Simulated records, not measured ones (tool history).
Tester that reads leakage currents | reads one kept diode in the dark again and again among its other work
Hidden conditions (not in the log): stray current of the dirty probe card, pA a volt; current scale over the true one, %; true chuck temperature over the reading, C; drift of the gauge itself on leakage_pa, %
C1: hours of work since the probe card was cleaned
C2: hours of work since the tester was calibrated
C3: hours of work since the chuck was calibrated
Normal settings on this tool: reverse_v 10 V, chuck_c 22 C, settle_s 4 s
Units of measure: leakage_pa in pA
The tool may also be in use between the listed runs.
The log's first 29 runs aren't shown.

{"run": 30, "hour": 1057.3, "reverse_v": 10, "chuck_c": 31, "settle_s": 4, "C1": 192, "C2": 1852, "C3": 1559, "leakage_pa": 21.3}
{"run": 31, "hour": 1097.5, "reverse_v": 8.3, "chuck_c": 57, "settle_s": 0.43, "C1": 223, "C2": 1883, "C3": 1589, "leakage_pa": 111.5}
{"run": 32, "hour": 1137.2, "reverse_v": 11.2, "chuck_c": 40, "settle_s": 1.26, "C1": 253, "C2": 1913, "C3": 1619, "leakage_pa": 43.74}
{"run": 33, "hour": 1172.9, "reverse_v": 11.2, "chuck_c": 40, "settle_s": 1.26, "C1": 280, "C2": 1940, "C3": 1646, "leakage_pa": 43.68}
{"run": 34, "hour": 1217.8, "reverse_v": 11.2, "chuck_c": 40, "settle_s": 1.26, "C1": 314, "C2": 1973, "C3": 1680, "leakage_pa": 44.13}
{"run": 35, "hour": 1244.4, "reverse_v": 5.3, "chuck_c": 47, "settle_s": 4, "C1": 334, "C2": 1994, "C3": 1700, "leakage_pa": 43.89}
{"run": 36, "hour": 1264.7, "reverse_v": 5.3, "chuck_c": 47, "settle_s": 4, "C1": 349, "C2": 2009, "C3": 1715, "leakage_pa": 44.41}
{"run": 37, "hour": 1291.8, "reverse_v": 5.3, "chuck_c": 47, "settle_s": 4, "C1": 369, "C2": 2029, "C3": 1736, "leakage_pa": 44.1}
{"run": 38, "hour": 1339.0, "reverse_v": 5.3, "chuck_c": 48, "settle_s": 4, "C1": 405, "C2": 2065, "C3": 1771, "leakage_pa": 47.52}
{"run": 39, "hour": 1383.0, "reverse_v": 1.8, "chuck_c": 60, "settle_s": 0.56, "C1": 438, "C2": 2098, "C3": 1805, "leakage_pa": 57.53}

What if the next run were any one of these 4? Each begins from the tool's condition after run 39:
{"run": "A", "hour": 1408.2, "reverse_v": 2.6, "chuck_c": 46, "settle_s": 0.56, "C1": 457, "C2": 2117, "C3": 1824, "leakage_pa": "?"}
{"run": "B", "hour": 1408.2, "reverse_v": 13.1, "chuck_c": 34, "settle_s": 8.21, "C1": 457, "C2": 2117, "C3": 1824, "leakage_pa": "?"}
{"run": "C", "hour": 1408.2, "reverse_v": 2.2, "chuck_c": 50, "settle_s": 7.02, "C1": 457, "C2": 2117, "C3": 1824, "leakage_pa": "?"}
{"run": "D", "hour": 1408.2, "reverse_v": 4.8, "chuck_c": 29, "settle_s": 2.17, "C1": 457, "C2": 2117, "C3": 1824, "leakage_pa": "?"}

run=A leakage_pa=29.48
run=B leakage_pa=31
run=C leakage_pa=33.6
run=D leakage_pa=12.95
With the hidden condition removed and each run's random variation left untouched, the same runs would have given:
run=A leakage_pa=27.05
run=B leakage_pa=26.88
run=C leakage_pa=30.85
run=D leakage_pa=11.34
